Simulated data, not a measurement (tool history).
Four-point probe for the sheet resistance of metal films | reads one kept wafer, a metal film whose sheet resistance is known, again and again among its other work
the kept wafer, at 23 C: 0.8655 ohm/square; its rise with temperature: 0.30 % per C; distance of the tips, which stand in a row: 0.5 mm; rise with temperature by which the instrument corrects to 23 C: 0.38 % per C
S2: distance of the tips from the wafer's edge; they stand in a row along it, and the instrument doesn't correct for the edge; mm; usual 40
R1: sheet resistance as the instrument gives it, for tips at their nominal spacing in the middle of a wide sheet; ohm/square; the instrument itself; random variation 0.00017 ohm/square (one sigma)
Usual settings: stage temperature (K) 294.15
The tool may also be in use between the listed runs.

run 1 hour=0 | stage_temperature_(K)=294.15 S2=40 | R1=0.86727
run 2 hour=25.9 | stage_temperature_(K)=294.15 S2=40 | R1=0.866921
run 3 hour=52.5 | stage_temperature_(K)=294.15 S2=40 | R1=0.867032
run 4 hour=71.1 | stage_temperature_(K)=292.15 S2=40 | R1=0.868504
run 5 hour=95.5 | stage_temperature_(K)=292.15 S2=40 | R1=0.86841
run 6 hour=122.9 | stage_temperature_(K)=300.15 S2=40 | R1=0.862686
run 7 hour=148.7 | stage_temperature_(K)=300.15 S2=40 | R1=0.862684
run 8 hour=170.8 | stage_temperature_(K)=294.15 S2=40 | R1=0.866936
run 9 hour=187.1 | stage_temperature_(K)=294.15 S2=40 | R1=0.867207
run 10 hour=199.2 | stage_temperature_(K)=294.15 S2=40 | R1=0.867086
run 11 hour=212.1 | stage_temperature_(K)=296.15 S2=40 | R1=0.865401
run 12 hour=241.7 | stage_temperature_(K)=296.15 S2=40 | R1=0.865628
run 13 hour=254.8 | stage_temperature_(K)=296.15 S2=40 | R1=0.865391
run 14 hour=273 | stage_temperature_(K)=294.15 S2=40 | R1=0.867129
run 15 hour=301.4 | stage_temperature_(K)=294.15 S2=40 | R1=0.866944
run 16 hour=318.4 | stage_temperature_(K)=294.15 S2=22 | R1=0.867576
run 17 hour=341.5 | stage_temperature_(K)=294.15 S2=22 | R1=0.867232
run 18 hour=367.8 | stage_temperature_(K)=295.15 S2=5 | R1=0.870959
run 19 hour=396.8 | stage_temperature_(K)=294.15 S2=13 | R1=0.867368
run 20 hour=414.1 | stage_temperature_(K)=303.15 S2=61 | R1=0.860799
run 21 hour=443.8 | stage_temperature_(K)=303.15 S2=61 | R1=0.861001
run 22 hour=466.1 | stage_temperature_(K)=299.15 S2=4 | R1=0.87055
run 23 hour=494.8 | stage_temperature_(K)=306.15 S2=21 | R1=0.859026
run 24 hour=515.9 | stage_temperature_(K)=305.15 S2=12 | R1=0.860219
run 25 hour=534.8 | stage_temperature_(K)=303.15 S2=16 | R1=0.861053
run 26 hour=547.3 | stage_temperature_(K)=302.15 S2=40 | R1=0.861427
run 27 hour=568.5 | stage_temperature_(K)=291.15 S2=6 | R1=0.872664
run 28 hour=584 | stage_temperature_(K)=291.15 S2=6 | R1=0.872738
run 29 hour=599.2 | stage_temperature_(K)=295.15 S2=22 | R1=0.866523
run 30 hour=620.8 | stage_temperature_(K)=299.15 S2=8 | R1=0.865286
run 31 hour=648.7 | stage_temperature_(K)=299.15 S2=8 | R1=0.86545
run 32 hour=677.3 | stage_temperature_(K)=306.15 S2=4 | R1=0.865794
run 33 hour=705.9 | stage_temperature_(K)=295.15 S2=6 | R1=0.869321

Forecast each of these 5 alternatives for the next run:
run A hour=722.9 | stage_temperature_(K)=294.15 S2=10 | R1=?
run B hour=722.9 | stage_temperature_(K)=304.15 S2=44 | R1=?
run C hour=722.9 | stage_temperature_(K)=293.15 S2=40 | R1=?
run D hour=722.9 | stage_temperature_(K)=295.15 S2=12 | R1=?
run E hour=722.9 | stage_temperature_(K)=298.15 S2=6 | R1=?

run=A R1=0.868268
run=B R1=0.86048
run=C R1=0.867787
run=D R1=0.86696
run=E R1=0.86729
Without the tool's hidden state the same runs would have given:
run=A R1=0.868225
run=B R1=0.860438
run=C R1=0.867744
run=D R1=0.866916
run=E R1=0.867247

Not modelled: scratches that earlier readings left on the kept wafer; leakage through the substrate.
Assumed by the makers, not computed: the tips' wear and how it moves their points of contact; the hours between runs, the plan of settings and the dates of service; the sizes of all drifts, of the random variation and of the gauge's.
